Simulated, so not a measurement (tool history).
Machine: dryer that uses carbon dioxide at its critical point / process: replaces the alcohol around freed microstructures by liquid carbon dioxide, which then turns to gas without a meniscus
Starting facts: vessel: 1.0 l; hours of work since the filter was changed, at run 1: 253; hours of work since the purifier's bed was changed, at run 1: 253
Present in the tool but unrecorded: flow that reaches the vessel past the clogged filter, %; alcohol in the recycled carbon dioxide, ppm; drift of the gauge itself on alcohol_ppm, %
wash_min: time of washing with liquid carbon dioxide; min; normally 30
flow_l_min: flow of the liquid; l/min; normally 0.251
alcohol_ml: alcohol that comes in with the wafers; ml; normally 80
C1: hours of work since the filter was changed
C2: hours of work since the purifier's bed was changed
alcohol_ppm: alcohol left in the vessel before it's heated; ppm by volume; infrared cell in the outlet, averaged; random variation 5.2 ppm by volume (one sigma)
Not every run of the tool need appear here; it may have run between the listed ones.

Run 1, day 0: usual settings; C1 253; C2 253. Result: alcohol_ppm 187 ppm by volume.
Run 2, day 0.825: usual settings; C1 268; C2 268. Result: alcohol_ppm 199 ppm by volume.
Run 3, day 1.396: usual settings but wash_min 26 min; C1 279; C2 279. Result: alcohol_ppm 448 ppm by volume.
Run 4, day 1.888: usual settings but wash_min 26 min; C1 288; C2 288. Result: alcohol_ppm 437 ppm by volume.
Run 5, day 2.775: usual settings; C1 304; C2 304. Result: alcohol_ppm 204 ppm by volume.
Run 6, day 3.404: usual settings but wash_min 23 min, alcohol_ml 33 ml; C1 316; C2 316. Result: alcohol_ppm 349 ppm by volume.
Run 7, day 3.954: usual settings but wash_min 23 min, alcohol_ml 33 ml; C1 326; C2 326. Result: alcohol_ppm 356 ppm by volume.
Run 8, day 4.325: usual settings but wash_min 23 min, alcohol_ml 81 ml; C1 333; C2 333. Result: alcohol_ppm 838 ppm by volume.
Run 9, day 4.921: usual settings but wash_min 29 min, flow_l_min 0.334 l/min, alcohol_ml 65 ml; C1 344; C2 344. Result: alcohol_ppm 45 ppm by volume.
Run 10, day 5.521: usual settings but wash_min 19 min, flow_l_min 0.411 l/min, alcohol_ml 23 ml; C1 355; C2 355. Result: alcohol_ppm 65 ppm by volume.

Here are 5 independent what-if runs from the current tool condition. What would each one return?
Run A, day 6.254: usual settings but wash_min 27 min, flow_l_min 0.411 l/min, alcohol_ml 23 ml; C1 369; C2 369. Result: alcohol_ppm ?.
Run B, day 6.254: usual settings but alcohol_ml 106 ml; C1 369; C2 369. Result: alcohol_ppm ?.
Run C, day 6.254: usual settings but wash_min 44 min, flow_l_min 0.155 l/min, alcohol_ml 37 ml; C1 369; C2 369. Result: alcohol_ppm ?.
Run D, day 6.254: usual settings but wash_min 22 min, flow_l_min 0.228 l/min, alcohol_ml 23 ml; C1 369; C2 369. Result: alcohol_ppm ?.
Run E, day 6.254: usual settings but wash_min 20 min, flow_l_min 0.298 l/min, alcohol_ml 34 ml; C1 369; C2 369. Result: alcohol_ppm ?.

run  alcohol_ppm
  A           20
  B          317
  C          200
  D          494
  E          336
With the hidden condition removed and each run's random variation left untouched, the same runs would have given:
run  alcohol_ppm
  A            5
  B          142
  C           93
  D          291
  E          175
